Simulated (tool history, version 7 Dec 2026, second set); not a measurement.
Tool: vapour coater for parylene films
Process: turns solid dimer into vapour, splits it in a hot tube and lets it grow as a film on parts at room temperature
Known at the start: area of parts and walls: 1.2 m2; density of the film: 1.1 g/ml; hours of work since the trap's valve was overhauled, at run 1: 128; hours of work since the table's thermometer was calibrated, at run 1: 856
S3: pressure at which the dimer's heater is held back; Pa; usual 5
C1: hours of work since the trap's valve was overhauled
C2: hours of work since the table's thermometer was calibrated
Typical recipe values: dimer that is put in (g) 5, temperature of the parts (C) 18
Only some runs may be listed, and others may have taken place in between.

run 1 hour=0 | dimer_that_is_put_in_(g)=5 temperature_of_the_parts_(C)=18 S3=5 | C1=128 C2=856 | thickness_of_the_film_(nm)=2720
run 2 hour=30.3 | dimer_that_is_put_in_(g)=5 temperature_of_the_parts_(C)=18 S3=5 | C1=143 C2=870 | thickness_of_the_film_(nm)=2670
run 3 hour=57.6 | dimer_that_is_put_in_(g)=5 temperature_of_the_parts_(C)=18 S3=5 | C1=156 C2=884 | thickness_of_the_film_(nm)=2680
run 4 hour=100.4 | dimer_that_is_put_in_(g)=5 temperature_of_the_parts_(C)=18 S3=5 | C1=177 C2=904 | thickness_of_the_film_(nm)=2710
run 5 hour=147 | dimer_that_is_put_in_(g)=5 temperature_of_the_parts_(C)=12 S3=5 | C1=200 C2=927 | thickness_of_the_film_(nm)=3340
run 6 hour=166.6 | dimer_that_is_put_in_(g)=2 temperature_of_the_parts_(C)=18 S3=5 | C1=210 C2=937 | thickness_of_the_film_(nm)=1110
run 7 hour=189.4 | dimer_that_is_put_in_(g)=2 temperature_of_the_parts_(C)=18 S3=5 | C1=221 C2=948 | thickness_of_the_film_(nm)=1040
run 8 hour=238 | dimer_that_is_put_in_(g)=5 temperature_of_the_parts_(C)=25 S3=5 | C1=244 C2=972 | thickness_of_the_film_(nm)=2090
run 9 hour=263.9 | dimer_that_is_put_in_(g)=5 temperature_of_the_parts_(C)=25 S3=4.83 | C1=257 C2=984 | thickness_of_the_film_(nm)=2100
run 10 hour=308.9 | dimer_that_is_put_in_(g)=5 temperature_of_the_parts_(C)=25 S3=4.83 | C1=279 C2=1006 | thickness_of_the_film_(nm)=2120
run 11 hour=345.1 | dimer_that_is_put_in_(g)=5 temperature_of_the_parts_(C)=25 S3=4.83 | C1=297 C2=1024 | thickness_of_the_film_(nm)=2060
-- hour=351.2 trap's valve overhauled
run 12 hour=380.9 | dimer_that_is_put_in_(g)=5 temperature_of_the_parts_(C)=18 S3=2.84 | C1=14 C2=1039 | thickness_of_the_film_(nm)=2940
run 13 hour=428.9 | dimer_that_is_put_in_(g)=5 temperature_of_the_parts_(C)=18 S3=5 | C1=38 C2=1063 | thickness_of_the_film_(nm)=2670
run 14 hour=469.2 | dimer_that_is_put_in_(g)=5 temperature_of_the_parts_(C)=18 S3=2.87 | C1=58 C2=1082 | thickness_of_the_film_(nm)=2920
run 15 hour=492.9 | dimer_that_is_put_in_(g)=5 temperature_of_the_parts_(C)=18 S3=2.87 | C1=69 C2=1094 | thickness_of_the_film_(nm)=2920
run 16 hour=521 | dimer_that_is_put_in_(g)=5 temperature_of_the_parts_(C)=18 S3=2.87 | C1=83 C2=1108 | thickness_of_the_film_(nm)=2910
run 17 hour=564.6 | dimer_that_is_put_in_(g)=5 temperature_of_the_parts_(C)=18 S3=2.87 | C1=104 C2=1129 | thickness_of_the_film_(nm)=2890
run 18 hour=612.9 | dimer_that_is_put_in_(g)=5 temperature_of_the_parts_(C)=18 S3=2.87 | C1=128 C2=1152 | thickness_of_the_film_(nm)=2880
-- hour=635.8 table's thermometer calibrated
run 19 hour=659.5 | dimer_that_is_put_in_(g)=5 temperature_of_the_parts_(C)=12 S3=2.87 | C1=150 C2=12 | thickness_of_the_film_(nm)=3610
run 20 hour=690.2 | dimer_that_is_put_in_(g)=5 temperature_of_the_parts_(C)=12 S3=2.87 | C1=165 C2=27 | thickness_of_the_film_(nm)=3640
run 21 hour=731.5 | dimer_that_is_put_in_(g)=5 temperature_of_the_parts_(C)=18 S3=5 | C1=185 C2=47 | thickness_of_the_film_(nm)=2620
run 22 hour=759 | dimer_that_is_put_in_(g)=5 temperature_of_the_parts_(C)=18 S3=5 | C1=198 C2=60 | thickness_of_the_film_(nm)=2650
run 23 hour=795.1 | dimer_that_is_put_in_(g)=5 temperature_of_the_parts_(C)=18 S3=5 | C1=216 C2=78 | thickness_of_the_film_(nm)=2610
run 24 hour=832.8 | dimer_that_is_put_in_(g)=5 temperature_of_the_parts_(C)=18 S3=5 | C1=234 C2=96 | thickness_of_the_film_(nm)=2640
run 25 hour=875.1 | dimer_that_is_put_in_(g)=5 temperature_of_the_parts_(C)=18 S3=5 | C1=255 C2=117 | thickness_of_the_film_(nm)=2680
run 26 hour=901.5 | dimer_that_is_put_in_(g)=5 temperature_of_the_parts_(C)=18 S3=5 | C1=268 C2=130 | thickness_of_the_film_(nm)=2670
run 27 hour=924.2 | dimer_that_is_put_in_(g)=5 temperature_of_the_parts_(C)=18 S3=2.28 | C1=279 C2=141 | thickness_of_the_film_(nm)=3010
-- hour=967.9 trap's valve overhauled
run 28 hour=967.9 | dimer_that_is_put_in_(g)=5 temperature_of_the_parts_(C)=18 S3=2.28 | C1=0 C2=160 | thickness_of_the_film_(nm)=3040
run 29 hour=1009.4 | dimer_that_is_put_in_(g)=5 temperature_of_the_parts_(C)=18 S3=2.28 | C1=20 C2=180 | thickness_of_the_film_(nm)=3050
run 30 hour=1055.3 | dimer_that_is_put_in_(g)=5 temperature_of_the_parts_(C)=18 S3=2.28 | C1=43 C2=203 | thickness_of_the_film_(nm)=3060
run 31 hour=1097.5 | dimer_that_is_put_in_(g)=6 temperature_of_the_parts_(C)=22 S3=2.4 | C1=63 C2=223 | thickness_of_the_film_(nm)=3150
run 32 hour=1119.7 | dimer_that_is_put_in_(g)=6 temperature_of_the_parts_(C)=13 S3=8.25 | C1=74 C2=234 | thickness_of_the_film_(nm)=3580
run 33 hour=1163.2 | dimer_that_is_put_in_(g)=4 temperature_of_the_parts_(C)=13 S3=2.27 | C1=95 C2=255 | thickness_of_the_film_(nm)=2900
run 34 hour=1200.9 | dimer_that_is_put_in_(g)=5 temperature_of_the_parts_(C)=15 S3=9.57 | C1=114 C2=274 | thickness_of_the_film_(nm)=2720
run 35 hour=1227.6 | dimer_that_is_put_in_(g)=5 temperature_of_the_parts_(C)=18 S3=9.57 | C1=127 C2=287 | thickness_of_the_film_(nm)=2450
run 36 hour=1274.5 | dimer_that_is_put_in_(g)=4 temperature_of_the_parts_(C)=18 S3=5 | C1=149 C2=309 | thickness_of_the_film_(nm)=2160
run 37 hour=1323.3 | dimer_that_is_put_in_(g)=2 temperature_of_the_parts_(C)=29 S3=5.79 | C1=173 C2=333 | thickness_of_the_film_(nm)=730
run 38 hour=1342.9 | dimer_that_is_put_in_(g)=6 temperature_of_the_parts_(C)=18 S3=3.92 | C1=183 C2=343 | thickness_of_the_film_(nm)=3290
run 39 hour=1381.2 | dimer_that_is_put_in_(g)=7 temperature_of_the_parts_(C)=25 S3=4.16 | C1=202 C2=362 | thickness_of_the_film_(nm)=2970
run 40 hour=1404.9 | dimer_that_is_put_in_(g)=4 temperature_of_the_parts_(C)=30 S3=7.57 | C1=213 C2=373 | thickness_of_the_film_(nm)=1300
run 41 hour=1428.2 | dimer_that_is_put_in_(g)=4 temperature_of_the_parts_(C)=30 S3=7.57 | C1=224 C2=384 | thickness_of_the_film_(nm)=1300
run 42 hour=1463.6 | dimer_that_is_put_in_(g)=2 temperature_of_the_parts_(C)=11 S3=9.26 | C1=242 C2=402 | thickness_of_the_film_(nm)=1240
run 43 hour=1505.4 | dimer_that_is_put_in_(g)=5 temperature_of_the_parts_(C)=23 S3=2.11 | C1=262 C2=422 | thickness_of_the_film_(nm)=2570
run 44 hour=1542.9 | dimer_that_is_put_in_(g)=5 temperature_of_the_parts_(C)=23 S3=2.11 | C1=280 C2=440 | thickness_of_the_film_(nm)=2530
run 45 hour=1565.8 | dimer_that_is_put_in_(g)=5 temperature_of_the_parts_(C)=19 S3=9.39 | C1=291 C2=451 | thickness_of_the_film_(nm)=2330
-- hour=1584.8 trap's valve overhauled
run 46 hour=1590 | dimer_that_is_put_in_(g)=5 temperature_of_the_parts_(C)=19 S3=9.39 | C1=3 C2=461 | thickness_of_the_film_(nm)=2350

Across each entry between runs, compare the hidden state at the last listed run before it with the hidden state at the first listed run after it:
Logged between run 11 and run 12: trap's valve overhauled (hour 351.2)
  vapour lost through the trap's worn valve, %: 0.7 -> 0.1
Logged between run 18 and run 19: table's thermometer calibrated (hour 635.8)
  vapour lost through the trap's worn valve, %: 0.3 -> 0.4; true temperature of the parts over the reading, C: -0.06 -> -0.01
Logged between run 27 and run 28: trap's valve overhauled (hour 967.9)
  vapour lost through the trap's worn valve, %: 0.7 -> 0
Logged between run 45 and run 46: trap's valve overhauled (hour 1584.8)
  vapour lost through the trap's worn valve, %: 0.7 -> 0; true temperature of the parts over the reading, C: -0.03 -> -0.04
